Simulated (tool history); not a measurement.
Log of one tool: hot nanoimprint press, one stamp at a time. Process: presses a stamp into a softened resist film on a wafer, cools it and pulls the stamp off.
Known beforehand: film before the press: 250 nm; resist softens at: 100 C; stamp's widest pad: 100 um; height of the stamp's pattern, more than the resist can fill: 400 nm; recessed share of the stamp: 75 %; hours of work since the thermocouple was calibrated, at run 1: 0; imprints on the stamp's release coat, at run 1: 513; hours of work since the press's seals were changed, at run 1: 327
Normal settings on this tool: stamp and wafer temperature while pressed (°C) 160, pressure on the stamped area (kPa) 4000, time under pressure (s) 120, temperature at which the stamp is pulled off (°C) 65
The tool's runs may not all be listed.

run     day  stamp and wafer temperature while pressed (°C)  pressure on the stamped area (kPa)  time under pressure (s)  temperature at which the stamp is pulled off (°C)  hours of work since the thermocouple was calibrated  imprints on the stamp's release coat  hours of work since the press's seals were changed  resist left under the stamp's widest pad (nm)  greatest force while the stamp is pulled off (N)
  1       0                                             160                                4000                      120                                                 65                                                    0                                   513                                                 327                                          136.7                                               122
  2   1.996                                             160                                4000                      120                                                 65                                                   22                                   630                                                 350                                            137                                               125
  3   4.429                                             160                                4000                      120                                                 65                                                   49                                   774                                                 377                                          136.8                                               122
      5.708  -- stamp cleaned and given a new release coat
  4   7.208                                             160                                4000                      212                                                 65                                                   77                                    88                                                 405                                          113.1                                               122
  5   9.508                                             160                                4000                      212                                                 65                                                  103                                   224                                                 430                                          113.1                                               116
  6  12.479                                             160                                4000                      120                                                 65                                                  136                                   399                                                 463                                          136.4                                               122
  7      16                                             160                                4000                      120                                                 65                                                  175                                   607                                                 502                                          136.9                                               121
  8  18.912                                             160                                4000                      120                                                 65                                                  207                                   779                                                 534                                          136.6                                               117
     20.004  -- stamp cleaned and given a new release coat
  9  20.758                                             160                                4000                      120                                                 65                                                  225                                    44                                                 552                                            137                                               121
 10   22.45                                             160                                4000                      120                                                 65                                                  243                                   144                                                 571                                          137.2                                               122
     23.275  -- press's hydraulic seals changed and the load cell set to zero
 11  25.388                                             166                                4000                      205                                                 65                                                  272                                   298                                                  23                                           94.9                                               121
 12  28.179                                             166                                4000                      205                                                 65                                                  303                                   462                                                  54                                           95.2                                               120
 13  32.071                                             165                                5060                       82                                                 66                                                  346                                   692                                                  97                                          120.6                                               118
     33.712  -- plate thermocouple calibrated
     34.662  -- stamp cleaned and given a new release coat
 14  35.588                                             165                                5060                       82                                                 66                                                   18                                    54                                                 132                                          120.5                                               122
 15  37.771                                             149                                4000                      202                                                 65                                                   42                                   183                                                 157                                          159.6                                               122
 16  39.521                                             158                                4000                      120                                                 65                                                   62                                   286                                                 176                                          144.2                                               123
 17    42.3                                             153                                3640                      120                                                 66                                                   92                                   450                                                 207                                            171                                               124
 18  45.517                                             153                                3640                      120                                                 66                                                  128                                   640                                                 242                                          170.7                                               119

What differs in the tool's unlogged condition from the final listed run ahead of each entry between runs to the first listed run following it?
From run 3 to run 4: stamp cleaned and given a new release coat (day 5.708)
  pressure that arrives at the usual setting, %: 99.95 -> 99.94; grip of the stamp's worn release coat, % over a new coat's: 1.1 -> 0.1
From run 8 to run 9: stamp cleaned and given a new release coat (day 20.004)
  grip of the stamp's worn release coat, % over a new coat's: 1.1 -> 0.1
From run 10 to run 11: press's hydraulic seals changed and the load cell set to zero (day 23.275)
  pressure that arrives at the usual setting, %: 99.92 -> 99.98; grip of the stamp's worn release coat, % over a new coat's: 0.2 -> 0.4
From run 13 to run 14: plate thermocouple calibrated (day 33.712); stamp cleaned and given a new release coat (day 34.662)
  true temperature over the reading, C: -0.03 -> -0.01; grip of the stamp's worn release coat, % over a new coat's: 1 -> 0.1

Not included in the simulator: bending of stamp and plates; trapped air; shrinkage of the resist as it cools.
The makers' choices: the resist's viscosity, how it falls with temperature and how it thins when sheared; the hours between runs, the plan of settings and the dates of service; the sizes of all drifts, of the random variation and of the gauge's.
